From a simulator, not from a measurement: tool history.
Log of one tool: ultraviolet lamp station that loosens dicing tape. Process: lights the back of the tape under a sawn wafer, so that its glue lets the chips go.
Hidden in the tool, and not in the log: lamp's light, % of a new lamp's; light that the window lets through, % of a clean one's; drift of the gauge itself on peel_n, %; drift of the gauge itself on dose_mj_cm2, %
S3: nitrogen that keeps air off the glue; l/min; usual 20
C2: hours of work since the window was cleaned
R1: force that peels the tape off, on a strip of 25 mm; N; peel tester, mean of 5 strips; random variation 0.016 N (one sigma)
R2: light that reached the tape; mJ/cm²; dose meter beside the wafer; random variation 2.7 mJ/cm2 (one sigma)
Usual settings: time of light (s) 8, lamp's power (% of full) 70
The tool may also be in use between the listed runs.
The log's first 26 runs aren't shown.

{"run": 27, "hour": 353.2, "time of light (s)": 13, "lamp's power (% of full)": 73, "S3": 20, "hours of work of the lamp": 231, "C2": 326, "R1": 0.326, "R2": 587}
{"run": 28, "hour": 361.2, "time of light (s)": 13, "lamp's power (% of full)": 73, "S3": 11, "hours of work of the lamp": 235, "C2": 331, "R1": 0.497, "R2": 599}
{"run": 29, "hour": 370.6, "time of light (s)": 13, "lamp's power (% of full)": 73, "S3": 11, "hours of work of the lamp": 241, "C2": 336, "R1": 0.483, "R2": 600}
{"run": 30, "hour": 388.5, "time of light (s)": 13, "lamp's power (% of full)": 64, "S3": 39, "hours of work of the lamp": 251, "C2": 346, "R1": 0.292, "R2": 524}
{"run": 31, "hour": 396.8, "time of light (s)": 4, "lamp's power (% of full)": 92, "S3": 30, "hours of work of the lamp": 255, "C2": 350, "R1": 1.217, "R2": 231}
{"run": 32, "hour": 406.9, "time of light (s)": 8, "lamp's power (% of full)": 73, "S3": 20, "hours of work of the lamp": 261, "C2": 356, "R1": 0.719, "R2": 369}
{"run": 33, "hour": 416.6, "time of light (s)": 8, "lamp's power (% of full)": 64, "S3": 38, "hours of work of the lamp": 266, "C2": 361, "R1": 0.589, "R2": 319}
{"run": 34, "hour": 426.5, "time of light (s)": 15, "lamp's power (% of full)": 69, "S3": 9, "hours of work of the lamp": 272, "C2": 367, "R1": 0.504, "R2": 655}
{"run": 35, "hour": 444.8, "time of light (s)": 15, "lamp's power (% of full)": 100, "S3": 20, "hours of work of the lamp": 282, "C2": 377, "R1": 0.229, "R2": 929}
{"run": 36, "hour": 458.9, "time of light (s)": 11, "lamp's power (% of full)": 72, "S3": 20, "hours of work of the lamp": 290, "C2": 385, "R1": 0.412, "R2": 501}
{"run": 37, "hour": 475.7, "time of light (s)": 6, "lamp's power (% of full)": 68, "S3": 22, "hours of work of the lamp": 299, "C2": 394, "R1": 1.247, "R2": 257}
{"run": 38, "hour": 492.5, "time of light (s)": 5, "lamp's power (% of full)": 73, "S3": 11, "hours of work of the lamp": 308, "C2": 403, "R1": 2.046, "R2": 231}
{"run": 39, "hour": 502.4, "time of light (s)": 8, "lamp's power (% of full)": 70, "S3": 8, "hours of work of the lamp": 314, "C2": 409, "R1": 1.392, "R2": 352}
{"run": 40, "hour": 517.2, "time of light (s)": 8, "lamp's power (% of full)": 70, "S3": 8, "hours of work of the lamp": 322, "C2": 417, "R1": 1.415, "R2": 353}
{"run": 41, "hour": 535.4, "time of light (s)": 7, "lamp's power (% of full)": 91, "S3": 20, "hours of work of the lamp": 332, "C2": 427, "R1": 0.6, "R2": 400}
{"run": 42, "hour": 547.5, "time of light (s)": 8, "lamp's power (% of full)": 80, "S3": 20, "hours of work of the lamp": 339, "C2": 434, "R1": 0.61, "R2": 402}
{"run": 43, "hour": 561.9, "time of light (s)": 8, "lamp's power (% of full)": 80, "S3": 20, "hours of work of the lamp": 347, "C2": 442, "R1": 0.634, "R2": 400}
{"run": 44, "hour": 577.5, "time of light (s)": 8, "lamp's power (% of full)": 66, "S3": 36, "hours of work of the lamp": 356, "C2": 451, "R1": 0.595, "R2": 334}

4 ways to go on from here, each from the tool as it stands after run 44. What would each give?
{"run": "A", "hour": 585.1, "time of light (s)": 8, "lamp's power (% of full)": 79, "S3": 18, "hours of work of the lamp": 360, "C2": 455, "R1": "?", "R2": "?"}
{"run": "B", "hour": 585.1, "time of light (s)": 8, "lamp's power (% of full)": 66, "S3": 8, "hours of work of the lamp": 360, "C2": 455, "R1": "?", "R2": "?"}
{"run": "C", "hour": 585.1, "time of light (s)": 15, "lamp's power (% of full)": 65, "S3": 11, "hours of work of the lamp": 360, "C2": 455, "R1": "?", "R2": "?"}
{"run": "D", "hour": 585.1, "time of light (s)": 8, "lamp's power (% of full)": 76, "S3": 20, "hours of work of the lamp": 360, "C2": 455, "R1": "?", "R2": "?"}

run=A R1=0.677 R2=389
run=B R1=1.564 R2=329
run=C R1=0.454 R2=612
run=D R1=0.665 R2=382
Without the tool's hidden state the same runs would have given:
run=A R1=0.675 R2=390
run=B R1=1.56 R2=329
run=C R1=0.452 R2=613
run=D R1=0.663 R2=383

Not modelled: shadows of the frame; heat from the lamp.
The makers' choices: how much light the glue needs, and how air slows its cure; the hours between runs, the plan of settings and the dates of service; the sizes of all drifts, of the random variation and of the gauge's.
